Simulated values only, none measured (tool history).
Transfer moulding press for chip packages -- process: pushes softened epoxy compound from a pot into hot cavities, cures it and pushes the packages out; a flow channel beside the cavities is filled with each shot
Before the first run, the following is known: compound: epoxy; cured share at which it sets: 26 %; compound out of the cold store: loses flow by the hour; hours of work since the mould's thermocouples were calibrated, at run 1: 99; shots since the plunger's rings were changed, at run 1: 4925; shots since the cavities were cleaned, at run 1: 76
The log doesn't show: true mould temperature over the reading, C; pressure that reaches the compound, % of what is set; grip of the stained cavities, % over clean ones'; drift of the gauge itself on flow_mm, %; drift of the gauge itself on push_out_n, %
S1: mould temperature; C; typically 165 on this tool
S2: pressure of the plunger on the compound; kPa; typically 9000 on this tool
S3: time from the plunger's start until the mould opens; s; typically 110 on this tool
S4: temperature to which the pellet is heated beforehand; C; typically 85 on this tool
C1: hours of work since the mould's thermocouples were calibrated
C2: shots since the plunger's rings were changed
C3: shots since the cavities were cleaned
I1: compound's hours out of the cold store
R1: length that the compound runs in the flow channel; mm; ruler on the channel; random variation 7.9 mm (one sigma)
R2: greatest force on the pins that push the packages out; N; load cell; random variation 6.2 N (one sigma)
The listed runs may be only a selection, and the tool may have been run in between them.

run 1 day=0.000 | S1=165 S2=9000 S3=110 S4=85 | C1=99 C2=4925 C3=76 | I1=38.1 | R1=772 R2=271
run 2 day=0.875 | S1=165 S2=9000 S3=110 S4=85 | C1=114 C2=5187 C3=338 | I1=11.7 | R1=851 R2=336
run 3 day=1.371 | S1=165 S2=9000 S3=110 S4=76 | C1=122 C2=5335 C3=486 | I1=27.9 | R1=797 R2=337
-- day=1.479 cavities cleaned with cleaning compound and waxed
run 4 day=1.821 | S1=165 S2=9000 S3=110 S4=76 | C1=129 C2=5451 C3=103 | I1=11.4 | R1=844 R2=291
run 5 day=2.546 | S1=159 S2=9000 S3=110 S4=76 | C1=141 C2=5668 C3=320 | I1=30.8 | R1=790 R2=451
-- day=3.208 cavities cleaned with cleaning compound and waxed
run 6 day=3.250 | S1=165 S2=9000 S3=110 S4=87 | C1=152 C2=5860 C3=13 | I1=31.5 | R1=780 R2=248
run 7 day=4.175 | S1=165 S2=9000 S3=110 S4=87 | C1=167 C2=6137 C3=290 | I1=37.8 | R1=751 R2=300
run 8 day=4.679 | S1=165 S2=9000 S3=110 S4=85 | C1=176 C2=6287 C3=440 | I1=46.4 | R1=729 R2=331
-- day=5.012 cavities cleaned with cleaning compound and waxed
run 9 day=5.342 | S1=165 S2=7070 S3=110 S4=85 | C1=186 C2=6467 C3=99 | I1=41.0 | R1=658 R2=268
run 10 day=6.071 | S1=165 S2=7070 S3=110 S4=85 | C1=198 C2=6685 C3=317 | I1=18.3 | R1=711 R2=319
-- day=6.454 plunger's sealing rings changed
-- day=6.888 cavities cleaned with cleaning compound and waxed
run 11 day=7.062 | S1=165 S2=7070 S3=110 S4=85 | C1=212 C2=163 C3=53 | I1=19.3 | R1=767 R2=251
run 12 day=7.467 | S1=165 S2=7070 S3=110 S4=85 | C1=219 C2=284 C3=174 | I1=26.2 | R1=774 R2=287
run 13 day=8.150 | S1=165 S2=7070 S3=110 S4=85 | C1=230 C2=488 C3=378 | I1=30.8 | R1=743 R2=343
-- day=8.633 cavities cleaned with cleaning compound and waxed
run 14 day=9.075 | S1=165 S2=9000 S3=110 S4=85 | C1=244 C2=747 C3=133 | I1=38.9 | R1=798 R2=282
run 15 day=9.554 | S1=165 S2=9000 S3=110 S4=85 | C1=252 C2=889 C3=275 | I1=39.2 | R1=797 R2=309
run 16 day=10.146 | S1=165 S2=8510 S3=110 S4=92 | C1=262 C2=1066 C3=452 | I1=12.2 | R1=882 R2=335
-- day=10.396 cavities cleaned with cleaning compound and waxed
run 17 day=10.950 | S1=161 S2=9000 S3=117 S4=85 | C1=275 C2=1289 C3=167 | I1=13.0 | R1=910 R2=321
run 18 day=11.767 | S1=161 S2=9000 S3=117 S4=85 | C1=288 C2=1534 C3=412 | I1=37.2 | R1=840 R2=379
-- day=12.150 cavities cleaned with cleaning compound and waxed
run 19 day=12.621 | S1=161 S2=9000 S3=117 S4=85 | C1=302 C2=1770 C3=141 | I1=31.3 | R1=835 R2=318
run 20 day=13.233 | S1=161 S2=9000 S3=117 S4=85 | C1=312 C2=1953 C3=324 | I1=24.4 | R1=863 R2=376
run 21 day=13.704 | S1=161 S2=9000 S3=117 S4=85 | C1=320 C2=2094 C3=465 | I1=46.7 | R1=788 R2=383
-- day=13.892 cavities cleaned with cleaning compound and waxed
run 22 day=14.379 | S1=161 S2=9000 S3=125 S4=85 | C1=330 C2=2278 C3=146 | I1=43.1 | R1=787 R2=284
run 23 day=15.046 | S1=161 S2=9000 S3=125 S4=85 | C1=341 C2=2477 C3=345 | I1=14.5 | R1=894 R2=342
run 24 day=15.433 | S1=157 S2=8380 S3=130 S4=88 | C1=348 C2=2592 C3=460 | I1=9.6 | R1=872 R2=440
-- day=15.675 cavities cleaned with cleaning compound and waxed
run 25 day=16.033 | S1=165 S2=9000 S3=130 S4=87 | C1=357 C2=2753 C3=107 | I1=30.0 | R1=826 R2=227
run 26 day=16.542 | S1=165 S2=9260 S3=121 S4=85 | C1=365 C2=2905 C3=259 | I1=24.4 | R1=845 R2=280
-- day=17.396 cavities cleaned with cleaning compound and waxed
run 27 day=17.396 | S1=166 S2=10230 S3=96 S4=85 | C1=379 C2=3143 C3=0 | I1=44.9 | R1=839 R2=291

Alternative continuations, all from the tool just after run 27; predict every row:
run A day=18.021 | S1=165 S2=9000 S3=96 S4=85 | C1=389 C2=3329 C3=186 | I1=25.4 | R1=? R2=?
run B day=18.021 | S1=164 S2=10720 S3=110 S4=86 | C1=389 C2=3329 C3=186 | I1=27.7 | R1=? R2=?
run C day=18.021 | S1=164 S2=10230 S3=126 S4=85 | C1=389 C2=3329 C3=186 | I1=39.3 | R1=? R2=?

run=A R1=815 R2=376
run=B R1=902 R2=316
run=C R1=843 R2=264
Without the tool's hidden state the same runs would have given:
run=A R1=852 R2=291
run=B R1=942 R2=251
run=C R1=881 R2=215

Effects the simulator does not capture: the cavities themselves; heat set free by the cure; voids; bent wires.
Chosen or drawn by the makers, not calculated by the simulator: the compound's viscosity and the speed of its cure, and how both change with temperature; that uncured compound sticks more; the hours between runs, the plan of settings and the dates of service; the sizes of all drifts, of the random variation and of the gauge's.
